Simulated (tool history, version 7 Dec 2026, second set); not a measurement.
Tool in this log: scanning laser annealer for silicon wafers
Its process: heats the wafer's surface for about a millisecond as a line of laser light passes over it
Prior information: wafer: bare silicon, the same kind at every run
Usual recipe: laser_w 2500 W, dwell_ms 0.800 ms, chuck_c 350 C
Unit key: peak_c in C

run 1 hour=0.0 | laser_w=2500 dwell_ms=0.800 chuck_c=350 | peak_c=1129
-- hour=40.7 optics aligned, line set to its width
run 2 hour=58.4 | laser_w=2293 dwell_ms=0.800 chuck_c=350 | peak_c=1068
-- hour=63.3 window over the wafer cleaned
run 3 hour=130.7 | laser_w=2500 dwell_ms=0.800 chuck_c=350 | peak_c=1196
run 4 hour=178.1 | laser_w=2500 dwell_ms=0.800 chuck_c=350 | peak_c=1191
run 5 hour=248.4 | laser_w=2500 dwell_ms=0.645 chuck_c=350 | peak_c=1093
run 6 hour=303.6 | laser_w=2500 dwell_ms=0.645 chuck_c=350 | peak_c=1090
run 7 hour=355.7 | laser_w=2500 dwell_ms=0.800 chuck_c=350 | peak_c=1181
run 8 hour=406.3 | laser_w=2531 dwell_ms=0.800 chuck_c=350 | peak_c=1195
run 9 hour=471.4 | laser_w=2531 dwell_ms=0.800 chuck_c=350 | peak_c=1193
run 10 hour=539.4 | laser_w=2500 dwell_ms=0.800 chuck_c=350 | peak_c=1175
run 11 hour=583.0 | laser_w=2500 dwell_ms=0.800 chuck_c=316 | peak_c=1143
run 12 hour=653.6 | laser_w=2143 dwell_ms=0.800 chuck_c=350 | peak_c=1026
run 13 hour=708.9 | laser_w=2500 dwell_ms=0.800 chuck_c=350 | peak_c=1169
run 14 hour=773.7 | laser_w=2500 dwell_ms=0.800 chuck_c=350 | peak_c=1165
run 15 hour=827.8 | laser_w=2500 dwell_ms=0.800 chuck_c=350 | peak_c=1162
run 16 hour=862.9 | laser_w=2500 dwell_ms=0.800 chuck_c=350 | peak_c=1160
run 17 hour=910.5 | laser_w=2500 dwell_ms=0.800 chuck_c=350 | peak_c=1157
run 18 hour=946.8 | laser_w=2500 dwell_ms=0.800 chuck_c=350 | peak_c=1161
run 19 hour=1009.0 | laser_w=2193 dwell_ms=0.800 chuck_c=350 | peak_c=1029
run 20 hour=1055.6 | laser_w=2500 dwell_ms=0.800 chuck_c=350 | peak_c=1152
run 21 hour=1097.7 | laser_w=2500 dwell_ms=0.800 chuck_c=350 | peak_c=1154
run 22 hour=1127.0 | laser_w=2136 dwell_ms=0.585 chuck_c=330 | peak_c=878
run 23 hour=1192.6 | laser_w=2136 dwell_ms=0.578 chuck_c=330 | peak_c=870
run 24 hour=1234.0 | laser_w=2136 dwell_ms=0.578 chuck_c=330 | peak_c=874
run 25 hour=1292.4 | laser_w=2500 dwell_ms=0.849 chuck_c=350 | peak_c=1170
run 26 hour=1358.5 | laser_w=2500 dwell_ms=0.849 chuck_c=350 | peak_c=1166
-- hour=1381.9 window over the wafer cleaned
run 27 hour=1416.5 | laser_w=2668 dwell_ms=0.756 chuck_c=364 | peak_c=1239
run 28 hour=1456.1 | laser_w=2668 dwell_ms=0.756 chuck_c=364 | peak_c=1241
run 29 hour=1522.6 | laser_w=2431 dwell_ms=0.979 chuck_c=341 | peak_c=1235
run 30 hour=1587.5 | laser_w=2701 dwell_ms=0.992 chuck_c=390 | peak_c=1417
run 31 hour=1638.3 | laser_w=2701 dwell_ms=0.992 chuck_c=390 | peak_c=1418
run 32 hour=1673.3 | laser_w=2398 dwell_ms=0.992 chuck_c=311 | peak_c=1191
run 33 hour=1743.8 | laser_w=2273 dwell_ms=0.934 chuck_c=389 | peak_c=1179
run 34 hour=1803.5 | laser_w=2500 dwell_ms=0.596 chuck_c=350 | peak_c=1044
run 35 hour=1840.7 | laser_w=2500 dwell_ms=0.596 chuck_c=350 | peak_c=1039
run 36 hour=1893.8 | laser_w=2500 dwell_ms=0.714 chuck_c=350 | peak_c=1113
run 37 hour=1931.2 | laser_w=2127 dwell_ms=0.714 chuck_c=339 | peak_c=959
run 38 hour=1990.9 | laser_w=2708 dwell_ms=0.676 chuck_c=331 | peak_c=1147
-- hour=2026.8 optics aligned, line set to its width
run 39 hour=2056.9 | laser_w=2708 dwell_ms=0.676 chuck_c=331 | peak_c=1165
run 40 hour=2111.3 | laser_w=2708 dwell_ms=0.676 chuck_c=331 | peak_c=1160
run 41 hour=2172.6 | laser_w=2503 dwell_ms=0.714 chuck_c=350 | peak_c=1121
run 42 hour=2242.9 | laser_w=2503 dwell_ms=0.714 chuck_c=350 | peak_c=1117

Each row is a separate what-if for the run after 42, all from the same tool condition, not one after another. Results?
run A hour=2311.2 | laser_w=2500 dwell_ms=0.593 chuck_c=350 | peak_c=?
run B hour=2311.2 | laser_w=2663 dwell_ms=0.843 chuck_c=375 | peak_c=?
run C hour=2311.2 | laser_w=2596 dwell_ms=0.800 chuck_c=347 | peak_c=?

run=A peak_c=1039
run=B peak_c=1287
run=C peak_c=1201
Take away the tool's hidden state, keep each run's random variation, and the runs would have read:
run=A peak_c=1063
run=B peak_c=1318
run=C peak_c=1230
